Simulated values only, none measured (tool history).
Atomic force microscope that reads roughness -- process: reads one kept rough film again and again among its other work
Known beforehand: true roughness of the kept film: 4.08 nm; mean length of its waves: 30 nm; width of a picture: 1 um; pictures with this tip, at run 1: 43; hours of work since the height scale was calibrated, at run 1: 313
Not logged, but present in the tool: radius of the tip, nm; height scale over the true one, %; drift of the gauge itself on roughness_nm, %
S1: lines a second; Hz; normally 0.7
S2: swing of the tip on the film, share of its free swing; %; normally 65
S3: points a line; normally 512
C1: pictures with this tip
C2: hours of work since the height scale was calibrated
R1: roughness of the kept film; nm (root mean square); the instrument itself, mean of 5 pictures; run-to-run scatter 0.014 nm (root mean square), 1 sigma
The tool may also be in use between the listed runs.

{"run": 1, "day": 0.0, "S1": 0.7, "S2": 65, "S3": 512, "C1": 43, "C2": 313, "R1": 3.185}
{"run": 2, "day": 0.912, "S1": 0.7, "S2": 65, "S3": 512, "C1": 63, "C2": 323, "R1": 3.161}
{"run": 3, "day": 1.571, "S1": 0.7, "S2": 65, "S3": 512, "C1": 78, "C2": 331, "R1": 3.099}
{"run": 4, "day": 2.704, "S1": 0.7, "S2": 65, "S3": 512, "C1": 103, "C2": 344, "R1": 3.039}
{"run": 5, "day": 3.492, "S1": 0.7, "S2": 65, "S3": 575, "C1": 121, "C2": 354, "R1": 2.994}
{"run": 6, "day": 4.117, "S1": 0.7, "S2": 65, "S3": 575, "C1": 135, "C2": 361, "R1": 2.966}
{"run": 7, "day": 4.671, "S1": 0.7, "S2": 65, "S3": 446, "C1": 147, "C2": 367, "R1": 2.944}
{"run": 8, "day": 5.583, "S1": 0.7, "S2": 65, "S3": 446, "C1": 168, "C2": 378, "R1": 2.895}
{"run": 9, "day": 6.442, "S1": 1.379, "S2": 65, "S3": 512, "C1": 187, "C2": 388, "R1": 2.781}
{"run": 10, "day": 7.575, "S1": 1.379, "S2": 65, "S3": 512, "C1": 212, "C2": 401, "R1": 2.735}
{"day": 7.692, "done": "new tip fitted"}
{"run": 11, "day": 8.371, "S1": 1.379, "S2": 65, "S3": 563, "C1": 15, "C2": 410, "R1": 3.242}
{"run": 12, "day": 9.2, "S1": 0.805, "S2": 65, "S3": 512, "C1": 33, "C2": 420, "R1": 3.253}
{"run": 13, "day": 10.333, "S1": 0.805, "S2": 65, "S3": 512, "C1": 59, "C2": 433, "R1": 3.179}
{"run": 14, "day": 10.983, "S1": 0.805, "S2": 65, "S3": 512, "C1": 73, "C2": 441, "R1": 3.138}
{"run": 15, "day": 12.138, "S1": 0.7, "S2": 65, "S3": 743, "C1": 99, "C2": 455, "R1": 3.079}
{"run": 16, "day": 13.221, "S1": 0.7, "S2": 65, "S3": 512, "C1": 123, "C2": 467, "R1": 3.066}
{"run": 17, "day": 14.288, "S1": 0.7, "S2": 65, "S3": 512, "C1": 147, "C2": 480, "R1": 2.972}
{"run": 18, "day": 14.942, "S1": 0.7, "S2": 65, "S3": 512, "C1": 162, "C2": 487, "R1": 2.938}
{"run": 19, "day": 15.833, "S1": 0.7, "S2": 65, "S3": 512, "C1": 182, "C2": 498, "R1": 2.898}
{"run": 20, "day": 16.538, "S1": 0.7, "S2": 65, "S3": 512, "C1": 198, "C2": 506, "R1": 2.864}
{"day": 17.338, "done": "new tip fitted"}
{"run": 21, "day": 17.338, "S1": 0.7, "S2": 65, "S3": 512, "C1": 0, "C2": 515, "R1": 3.323}
{"run": 22, "day": 18.308, "S1": 0.7, "S2": 65, "S3": 512, "C1": 22, "C2": 527, "R1": 3.246}
{"run": 23, "day": 18.967, "S1": 0.7, "S2": 82, "S3": 512, "C1": 37, "C2": 534, "R1": 3.092}
{"run": 24, "day": 19.821, "S1": 0.7, "S2": 82, "S3": 512, "C1": 56, "C2": 544, "R1": 3.053}
{"run": 25, "day": 20.433, "S1": 0.7, "S2": 65, "S3": 512, "C1": 69, "C2": 551, "R1": 3.162}
{"run": 26, "day": 21.304, "S1": 0.7, "S2": 65, "S3": 512, "C1": 89, "C2": 562, "R1": 3.088}
{"run": 27, "day": 21.808, "S1": 0.613, "S2": 77, "S3": 512, "C1": 100, "C2": 568, "R1": 3.033}
{"run": 28, "day": 22.475, "S1": 0.7, "S2": 68, "S3": 730, "C1": 115, "C2": 575, "R1": 2.999}
{"run": 29, "day": 23.425, "S1": 0.7, "S2": 65, "S3": 402, "C1": 136, "C2": 586, "R1": 2.958}
{"run": 30, "day": 24.212, "S1": 0.7, "S2": 62, "S3": 458, "C1": 154, "C2": 596, "R1": 2.934}
{"run": 31, "day": 25.112, "S1": 0.877, "S2": 69, "S3": 635, "C1": 174, "C2": 606, "R1": 2.847}
{"run": 32, "day": 25.742, "S1": 1.513, "S2": 57, "S3": 471, "C1": 188, "C2": 614, "R1": 2.847}
{"run": 33, "day": 26.575, "S1": 1.513, "S2": 57, "S3": 471, "C1": 207, "C2": 623, "R1": 2.798}
{"day": 27.004, "done": "new tip fitted"}
{"run": 34, "day": 27.367, "S1": 1.215, "S2": 69, "S3": 448, "C1": 8, "C2": 632, "R1": 3.201}
{"run": 35, "day": 28.262, "S1": 0.541, "S2": 89, "S3": 441, "C1": 28, "C2": 643, "R1": 3.136}
{"run": 36, "day": 29.371, "S1": 0.7, "S2": 87, "S3": 990, "C1": 53, "C2": 656, "R1": 3.023}
{"run": 37, "day": 30.117, "S1": 1.196, "S2": 85, "S3": 744, "C1": 70, "C2": 665, "R1": 2.927}
{"run": 38, "day": 30.838, "S1": 0.645, "S2": 57, "S3": 459, "C1": 86, "C2": 673, "R1": 3.129}
{"run": 39, "day": 31.975, "S1": 1.813, "S2": 57, "S3": 319, "C1": 111, "C2": 686, "R1": 3.002}
{"run": 40, "day": 33.104, "S1": 0.65, "S2": 77, "S3": 767, "C1": 137, "C2": 700, "R1": 2.961}
{"run": 41, "day": 34.058, "S1": 0.65, "S2": 77, "S3": 767, "C1": 158, "C2": 711, "R1": 2.898}
{"run": 42, "day": 34.575, "S1": 3.275, "S2": 56, "S3": 612, "C1": 169, "C2": 717, "R1": 2.796}
{"run": 43, "day": 35.396, "S1": 3.275, "S2": 80, "S3": 593, "C1": 188, "C2": 726, "R1": 2.382}
{"run": 44, "day": 35.992, "S1": 3.275, "S2": 58, "S3": 666, "C1": 201, "C2": 733, "R1": 2.745}
{"day": 36.654, "done": "new tip fitted"}
{"run": 45, "day": 36.738, "S1": 3.275, "S2": 58, "S3": 666, "C1": 1, "C2": 742, "R1": 3.128}
{"run": 46, "day": 37.421, "S1": 3.275, "S2": 58, "S3": 666, "C1": 17, "C2": 750, "R1": 3.097}
{"run": 47, "day": 38.179, "S1": 3.275, "S2": 58, "S3": 666, "C1": 34, "C2": 759, "R1": 3.074}
{"run": 48, "day": 39.246, "S1": 2.661, "S2": 58, "S3": 548, "C1": 58, "C2": 771, "R1": 3.034}
{"run": 49, "day": 40.033, "S1": 2.661, "S2": 58, "S3": 548, "C1": 75, "C2": 780, "R1": 2.967}
{"run": 50, "day": 41.212, "S1": 0.614, "S2": 60, "S3": 505, "C1": 102, "C2": 794, "R1": 3.041}
{"run": 51, "day": 41.933, "S1": 0.614, "S2": 84, "S3": 318, "C1": 118, "C2": 803, "R1": 2.849}

Each run again, without the hidden state but with its own random variation kept:
run=1 R1=3.371
run=2 R1=3.399
run=3 R1=3.372
run=4 R1=3.373
run=5 R1=3.367
run=6 R1=3.37
run=7 R1=3.375
run=8 R1=3.373
run=9 R1=3.289
run=10 R1=3.295
run=11 R1=3.305
run=12 R1=3.37
run=13 R1=3.364
run=14 R1=3.36
run=15 R1=3.364
run=16 R1=3.415
run=17 R1=3.37
run=18 R1=3.368
run=19 R1=3.372
run=20 R1=3.376
run=21 R1=3.39
run=22 R1=3.376
run=23 R1=3.252
run=24 R1=3.258
run=25 R1=3.408
run=26 R1=3.38
run=27 R1=3.348
run=28 R1=3.351
run=29 R1=3.365
run=30 R1=3.377
run=31 R1=3.328
run=32 R1=3.363
run=33 R1=3.347
run=34 R1=3.264
run=35 R1=3.251
run=36 R1=3.2
run=37 R1=3.139
run=38 R1=3.399
run=39 R1=3.324
run=40 R1=3.343
run=41 R1=3.326
run=42 R1=3.235
run=43 R1=2.799
run=44 R1=3.253
run=45 R1=3.225
run=46 R1=3.236
run=47 R1=3.256
run=48 R1=3.285
run=49 R1=3.253
run=50 R1=3.406
run=51 R1=3.232

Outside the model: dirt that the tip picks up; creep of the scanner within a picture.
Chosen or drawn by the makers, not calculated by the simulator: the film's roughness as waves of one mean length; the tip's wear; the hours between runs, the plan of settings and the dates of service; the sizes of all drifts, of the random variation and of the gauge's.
